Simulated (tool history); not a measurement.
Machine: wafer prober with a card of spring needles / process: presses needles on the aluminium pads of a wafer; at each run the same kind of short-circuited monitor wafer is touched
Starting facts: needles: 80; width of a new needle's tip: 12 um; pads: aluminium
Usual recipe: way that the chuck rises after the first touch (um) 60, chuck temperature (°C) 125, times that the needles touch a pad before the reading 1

run	day	way that the chuck rises after the first touch (um)	chuck temperature (°C)	times that the needles touch a pad before the reading	resistance of one needle with its contact and lead (mohm)	way that a needle slides on the pad (um)
1	0.000	60	125	1	381	15.33
# day 0.321: tips cleaned on abrasive film
2	0.500	60	125	2	296	15.34
3	0.762	60	125	2	329	15.35
# day 1.179: tips cleaned on abrasive film
4	1.254	60	125	1	292	15.39
5	1.588	60	125	1	362	15.38
# day 2.046: tips cleaned on abrasive film
6	2.112	60	125	1	291	15.28
7	2.500	60	125	1	367	15.32
# day 2.892: tips cleaned on abrasive film
8	2.912	60	125	1	280	15.37
9	3.262	60	125	1	347	15.34
# day 3.746: tips cleaned on abrasive film
10	3.767	60	125	2	268	15.30
11	4.375	60	125	1	375	15.34
# day 4.617: tips cleaned on abrasive film
12	4.854	60	125	1	338	15.31
13	5.412	60	125	1	399	15.29
# day 5.450: tips cleaned on abrasive film
14	5.700	60	90	1	332	15.32
# day 6.288: tips cleaned on abrasive film
15	6.288	60	100	1	268	15.34
# day 6.358: height of the first contact set anew
16	6.592	60	100	1	338	15.26
17	7.104	60	100	1	393	15.25
# day 7.150: tips cleaned on abrasive film
18	7.717	60	92	3	297	15.19
# day 8.012: tips cleaned on abrasive film
19	8.308	77	96	3	275	19.57
20	8.650	57	48	1	394	14.46
# day 8.871: tips cleaned on abrasive film
21	8.938	69	48	1	269	17.55
22	9.517	52	27	1	428	13.14
# day 9.742: tips cleaned on abrasive film
# day 10.067: height of the first contact set anew, once more
23	10.067	52	97	1	369	13.41
24	10.542	60	34	1	387	15.47
# day 10.600: tips cleaned on abrasive film
25	10.892	72	103	2	289	18.62
26	11.188	72	103	2	308	18.57
# day 11.467: tips cleaned on abrasive film
27	11.508	48	103	1	283	12.32
28	12.083	64	125	1	361	16.46
# day 12.329: tips cleaned on abrasive film
29	12.417	51	71	2	282	13.13

The next listed run, before its measurement:
30	12.904	51	71	2	?	?

Run 30 gave resistance of one needle with its contact and lead (mohm) 346, way that a needle slides on the pad (um) 13.12.
Take away the tool's hidden state, keep the run-to-run variation as it was, and the same run would have given resistance of one needle with its contact and lead (mohm) 244, way that a needle slides on the pad (um) 13.15.
